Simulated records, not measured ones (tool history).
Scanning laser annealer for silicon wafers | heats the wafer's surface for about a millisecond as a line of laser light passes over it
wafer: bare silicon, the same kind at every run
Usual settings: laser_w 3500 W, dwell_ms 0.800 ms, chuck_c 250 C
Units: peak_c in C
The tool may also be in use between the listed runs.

{"run": 1, "hour": 0.0, "laser_w": 3500, "dwell_ms": 0.8, "chuck_c": 250, "peak_c": 964}
{"run": 2, "hour": 6.0, "laser_w": 3500, "dwell_ms": 0.8, "chuck_c": 250, "peak_c": 962}
{"run": 3, "hour": 10.2, "laser_w": 3611, "dwell_ms": 0.8, "chuck_c": 250, "peak_c": 989}
{"run": 4, "hour": 19.5, "laser_w": 3611, "dwell_ms": 0.8, "chuck_c": 250, "peak_c": 987}
{"run": 5, "hour": 28.6, "laser_w": 3611, "dwell_ms": 0.8, "chuck_c": 250, "peak_c": 989}
{"run": 6, "hour": 36.2, "laser_w": 3611, "dwell_ms": 0.8, "chuck_c": 250, "peak_c": 987}
{"run": 7, "hour": 44.4, "laser_w": 3611, "dwell_ms": 0.8, "chuck_c": 254, "peak_c": 991}
{"run": 8, "hour": 51.9, "laser_w": 3500, "dwell_ms": 0.8, "chuck_c": 278, "peak_c": 987}
{"run": 9, "hour": 61.4, "laser_w": 3500, "dwell_ms": 0.8, "chuck_c": 278, "peak_c": 983}
{"run": 10, "hour": 66.6, "laser_w": 3500, "dwell_ms": 0.8, "chuck_c": 278, "peak_c": 984}
{"run": 11, "hour": 76.4, "laser_w": 3500, "dwell_ms": 0.8, "chuck_c": 278, "peak_c": 987}
{"run": 12, "hour": 86.3, "laser_w": 3500, "dwell_ms": 0.8, "chuck_c": 278, "peak_c": 986}
{"run": 13, "hour": 94.5, "laser_w": 3500, "dwell_ms": 0.8, "chuck_c": 278, "peak_c": 990}
{"run": 14, "hour": 104.4, "laser_w": 3500, "dwell_ms": 0.8, "chuck_c": 250, "peak_c": 959}
{"run": 15, "hour": 108.5, "laser_w": 3500, "dwell_ms": 0.8, "chuck_c": 250, "peak_c": 958}
{"run": 16, "hour": 112.7, "laser_w": 3500, "dwell_ms": 0.871, "chuck_c": 250, "peak_c": 995}
{"run": 17, "hour": 121.5, "laser_w": 3500, "dwell_ms": 0.871, "chuck_c": 250, "peak_c": 993}
{"run": 18, "hour": 130.1, "laser_w": 3500, "dwell_ms": 0.871, "chuck_c": 250, "peak_c": 992}
{"run": 19, "hour": 136.7, "laser_w": 3500, "dwell_ms": 0.871, "chuck_c": 250, "peak_c": 993}
{"run": 20, "hour": 142.2, "laser_w": 3500, "dwell_ms": 0.871, "chuck_c": 250, "peak_c": 995}
{"run": 21, "hour": 147.4, "laser_w": 3782, "dwell_ms": 0.878, "chuck_c": 256, "peak_c": 1073}
{"run": 22, "hour": 155.6, "laser_w": 3782, "dwell_ms": 0.878, "chuck_c": 256, "peak_c": 1071}
{"run": 23, "hour": 162.7, "laser_w": 2982, "dwell_ms": 0.637, "chuck_c": 211, "peak_c": 726}
{"run": 24, "hour": 167.2, "laser_w": 2982, "dwell_ms": 0.637, "chuck_c": 211, "peak_c": 730}
{"run": 25, "hour": 172.9, "laser_w": 3455, "dwell_ms": 0.693, "chuck_c": 276, "peak_c": 915}
{"run": 26, "hour": 179.3, "laser_w": 3500, "dwell_ms": 0.671, "chuck_c": 224, "peak_c": 862}
{"run": 27, "hour": 187.5, "laser_w": 3500, "dwell_ms": 0.735, "chuck_c": 250, "peak_c": 919}
{"run": 28, "hour": 197.3, "laser_w": 3302, "dwell_ms": 0.64, "chuck_c": 267, "peak_c": 845}
{"run": 29, "hour": 207.3, "laser_w": 3302, "dwell_ms": 0.64, "chuck_c": 267, "peak_c": 849}
{"run": 30, "hour": 217.6, "laser_w": 3302, "dwell_ms": 0.701, "chuck_c": 260, "peak_c": 865}
{"run": 31, "hour": 222.5, "laser_w": 2993, "dwell_ms": 0.941, "chuck_c": 287, "peak_c": 933}
{"run": 32, "hour": 230.6, "laser_w": 2993, "dwell_ms": 0.633, "chuck_c": 287, "peak_c": 799}
{"run": 33, "hour": 240.5, "laser_w": 3310, "dwell_ms": 0.857, "chuck_c": 236, "peak_c": 924}
{"run": 34, "hour": 245.2, "laser_w": 3500, "dwell_ms": 0.651, "chuck_c": 281, "peak_c": 904}
{"run": 35, "hour": 251.4, "laser_w": 3500, "dwell_ms": 0.994, "chuck_c": 236, "peak_c": 1033}
{"run": 36, "hour": 261.6, "laser_w": 3222, "dwell_ms": 0.652, "chuck_c": 235, "peak_c": 802}
{"run": 37, "hour": 270.2, "laser_w": 3222, "dwell_ms": 0.652, "chuck_c": 235, "peak_c": 799}
{"run": 38, "hour": 278.9, "laser_w": 3486, "dwell_ms": 0.571, "chuck_c": 217, "peak_c": 791}
{"run": 39, "hour": 288.9, "laser_w": 3545, "dwell_ms": 0.8, "chuck_c": 240, "peak_c": 953}
{"run": 40, "hour": 296.6, "laser_w": 3545, "dwell_ms": 0.8, "chuck_c": 240, "peak_c": 950}

4 ways to go on from here, each from the tool as it stands after run 40. What would each give?
{"run": "A", "hour": 303.8, "laser_w": 3545, "dwell_ms": 0.772, "chuck_c": 240, "peak_c": "?"}
{"run": "B", "hour": 303.8, "laser_w": 3500, "dwell_ms": 0.635, "chuck_c": 267, "peak_c": "?"}
{"run": "C", "hour": 303.8, "laser_w": 3331, "dwell_ms": 0.8, "chuck_c": 240, "peak_c": "?"}
{"run": "D", "hour": 303.8, "laser_w": 3500, "dwell_ms": 0.951, "chuck_c": 220, "peak_c": "?"}

run=A peak_c=938
run=B peak_c=883
run=C peak_c=901
run=D peak_c=994
Without the tool's hidden state the same runs would have given:
run=A peak_c=964
run=B peak_c=907
run=C peak_c=926
run=D peak_c=1023

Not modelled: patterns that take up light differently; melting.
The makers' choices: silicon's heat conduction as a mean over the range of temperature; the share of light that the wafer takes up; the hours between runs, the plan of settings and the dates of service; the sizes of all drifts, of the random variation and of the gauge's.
